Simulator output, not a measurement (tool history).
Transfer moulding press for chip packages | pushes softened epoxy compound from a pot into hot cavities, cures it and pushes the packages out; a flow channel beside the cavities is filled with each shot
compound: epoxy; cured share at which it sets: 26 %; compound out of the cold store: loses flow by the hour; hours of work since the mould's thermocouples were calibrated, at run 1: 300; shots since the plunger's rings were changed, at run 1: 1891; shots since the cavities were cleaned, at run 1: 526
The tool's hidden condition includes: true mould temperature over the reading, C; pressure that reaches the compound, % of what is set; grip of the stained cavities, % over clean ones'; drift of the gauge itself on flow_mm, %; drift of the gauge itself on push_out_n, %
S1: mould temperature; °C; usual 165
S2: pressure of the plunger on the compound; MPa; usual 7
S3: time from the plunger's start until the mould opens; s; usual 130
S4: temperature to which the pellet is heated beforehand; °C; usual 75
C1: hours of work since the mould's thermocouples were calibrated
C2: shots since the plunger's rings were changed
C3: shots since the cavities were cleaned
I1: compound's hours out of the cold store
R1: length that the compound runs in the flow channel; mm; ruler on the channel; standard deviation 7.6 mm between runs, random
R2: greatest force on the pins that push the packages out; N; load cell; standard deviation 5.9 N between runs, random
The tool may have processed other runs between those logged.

{"run": 1, "day": 0.0, "S1": 165, "S2": 7, "S3": 130, "S4": 75, "C1": 300, "C2": 1891, "C3": 526, "I1": 22, "R1": 821, "R2": 398}
{"day": 0.538, "done": "cavities cleaned with cleaning compound and waxed"}
{"run": 2, "day": 0.621, "S1": 165, "S2": 7, "S3": 130, "S4": 75, "C1": 309, "C2": 2011, "C3": 18, "I1": 36.8, "R1": 735, "R2": 227}
{"run": 3, "day": 1.158, "S1": 165, "S2": 7, "S3": 130, "S4": 75, "C1": 318, "C2": 2126, "C3": 133, "I1": 36.1, "R1": 730, "R2": 286}
{"run": 4, "day": 1.525, "S1": 165, "S2": 7, "S3": 130, "S4": 75, "C1": 324, "C2": 2205, "C3": 212, "I1": 14.9, "R1": 853, "R2": 326}
{"run": 5, "day": 2.117, "S1": 165, "S2": 7, "S3": 130, "S4": 75, "C1": 333, "C2": 2333, "C3": 340, "I1": 24.6, "R1": 789, "R2": 374}
{"run": 6, "day": 2.6, "S1": 165, "S2": 7, "S3": 130, "S4": 75, "C1": 341, "C2": 2437, "C3": 444, "I1": 20.7, "R1": 811, "R2": 393}
{"run": 7, "day": 3.108, "S1": 165, "S2": 6.27, "S3": 130, "S4": 75, "C1": 349, "C2": 2546, "C3": 553, "I1": 31.9, "R1": 714, "R2": 406}
{"run": 8, "day": 3.396, "S1": 165, "S2": 6.27, "S3": 130, "S4": 75, "C1": 354, "C2": 2608, "C3": 615, "I1": 11.5, "R1": 827, "R2": 437}
{"day": 3.496, "done": "cavities cleaned with cleaning compound and waxed"}
{"run": 9, "day": 3.871, "S1": 165, "S2": 7, "S3": 130, "S4": 78, "C1": 360, "C2": 2697, "C3": 81, "I1": 37.9, "R1": 717, "R2": 253}
{"run": 10, "day": 4.504, "S1": 165, "S2": 7, "S3": 130, "S4": 78, "C1": 371, "C2": 2833, "C3": 217, "I1": 38.4, "R1": 717, "R2": 315}
{"run": 11, "day": 5.112, "S1": 165, "S2": 7, "S3": 130, "S4": 78, "C1": 380, "C2": 2964, "C3": 348, "I1": 9.1, "R1": 869, "R2": 371}
{"run": 12, "day": 5.417, "S1": 165, "S2": 7, "S3": 130, "S4": 78, "C1": 385, "C2": 3029, "C3": 413, "I1": 36.8, "R1": 719, "R2": 373}
{"run": 13, "day": 6.071, "S1": 165, "S2": 7, "S3": 130, "S4": 78, "C1": 396, "C2": 3170, "C3": 554, "I1": 25.2, "R1": 776, "R2": 427}
{"run": 14, "day": 6.367, "S1": 165, "S2": 7, "S3": 159, "S4": 75, "C1": 400, "C2": 3234, "C3": 618, "I1": 34.6, "R1": 746, "R2": 420}
{"day": 6.471, "done": "cavities cleaned with cleaning compound and waxed"}
{"run": 15, "day": 6.917, "S1": 165, "S2": 7, "S3": 159, "S4": 75, "C1": 408, "C2": 3338, "C3": 95, "I1": 39.7, "R1": 688, "R2": 265}
{"run": 16, "day": 7.208, "S1": 165, "S2": 7, "S3": 159, "S4": 75, "C1": 413, "C2": 3401, "C3": 158, "I1": 46.8, "R1": 667, "R2": 271}
{"run": 17, "day": 7.704, "S1": 165, "S2": 5.85, "S3": 140, "S4": 72, "C1": 421, "C2": 3508, "C3": 265, "I1": 28.7, "R1": 692, "R2": 330}
{"run": 18, "day": 8.212, "S1": 165, "S2": 5.25, "S3": 140, "S4": 72, "C1": 429, "C2": 3617, "C3": 374, "I1": 45.1, "R1": 593, "R2": 353}
{"run": 19, "day": 8.567, "S1": 165, "S2": 7.3, "S3": 117, "S4": 75, "C1": 435, "C2": 3693, "C3": 450, "I1": 22.2, "R1": 819, "R2": 403}
{"run": 20, "day": 9.129, "S1": 161, "S2": 7, "S3": 159, "S4": 75, "C1": 444, "C2": 3814, "C3": 571, "I1": 45.6, "R1": 682, "R2": 395}

The next listed run, before its measurement:
{"day": 9.442, "done": "cavities cleaned with cleaning compound and waxed"}
{"run": 21, "day": 9.754, "S1": 158, "S2": 8.34, "S3": 116, "S4": 76, "C1": 453, "C2": 3936, "C3": 68, "I1": 17.5, "R1": "?", "R2": "?"}

{"run 21": {"R1": 910, "R2": 390}}
With the hidden condition absent and the run-to-run variation left alone, this run would have shown R1 957 mm, R2 325 N.
